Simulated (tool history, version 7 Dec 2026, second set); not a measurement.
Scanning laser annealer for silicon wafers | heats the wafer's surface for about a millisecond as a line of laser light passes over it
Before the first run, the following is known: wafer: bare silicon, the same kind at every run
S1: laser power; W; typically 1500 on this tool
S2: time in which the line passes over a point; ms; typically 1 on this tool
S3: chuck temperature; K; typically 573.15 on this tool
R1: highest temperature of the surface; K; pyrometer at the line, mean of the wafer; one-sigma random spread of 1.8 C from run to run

run 1 hour=0 | S1=1500 S2=1 S3=573.15 | R1=1296.15
run 2 hour=27.3 | S1=1500 S2=1 S3=573.15 | R1=1293.15
run 3 hour=62 | S1=1500 S2=0.96 S3=573.15 | R1=1275.15
run 4 hour=94.2 | S1=1500 S2=1 S3=605.15 | R1=1328.15
run 5 hour=114.1 | S1=1500 S2=1 S3=605.15 | R1=1327.15
run 6 hour=129.7 | S1=1500 S2=1 S3=605.15 | R1=1324.15
run 7 hour=163.6 | S1=1500 S2=1.15 S3=573.15 | R1=1353.15
run 8 hour=197.9 | S1=1500 S2=1.15 S3=573.15 | R1=1351.15
run 9 hour=230.7 | S1=1500 S2=1.15 S3=573.15 | R1=1351.15
run 10 hour=260.4 | S1=1500 S2=0.74 S3=548.15 | R1=1151.15
-- hour=265.5 laser's power meter calibrated
run 11 hour=290.4 | S1=1500 S2=0.98 S3=600.15 | R1=1306.15
run 12 hour=313.1 | S1=1525 S2=1.09 S3=579.15 | R1=1343.15
run 13 hour=330 | S1=1627 S2=1.07 S3=586.15 | R1=1403.15
run 14 hour=352 | S1=1629 S2=1.08 S3=535.15 | R1=1353.15
run 15 hour=377.6 | S1=1629 S2=1.08 S3=535.15 | R1=1357.15
run 16 hour=406.1 | S1=1606 S2=0.84 S3=557.15 | R1=1253.15
run 17 hour=422.8 | S1=1582 S2=0.76 S3=593.15 | R1=1238.15
run 18 hour=441.1 | S1=1582 S2=0.76 S3=593.15 | R1=1240.15

Some steps in R1, run to run, broken into two amounts with sign: the step expected even without the hidden condition (settings, incoming material, random variation), and the rest, left for the hidden condition together with whatever gauge scatter is not in both the measured and the hidden-condition-free result:
Hidden conditions of the tool in this case: light that passes the window, % of a clean one's; laser's true power over the reading, %; width of the line over the set one, %; drift of the gauge itself on peak_c, C.
Run 9 -> 10: S2 1.15 -> 0.74, S3 573.15 -> 548.15. R1 -200 K: hidden state +4, all else -204.
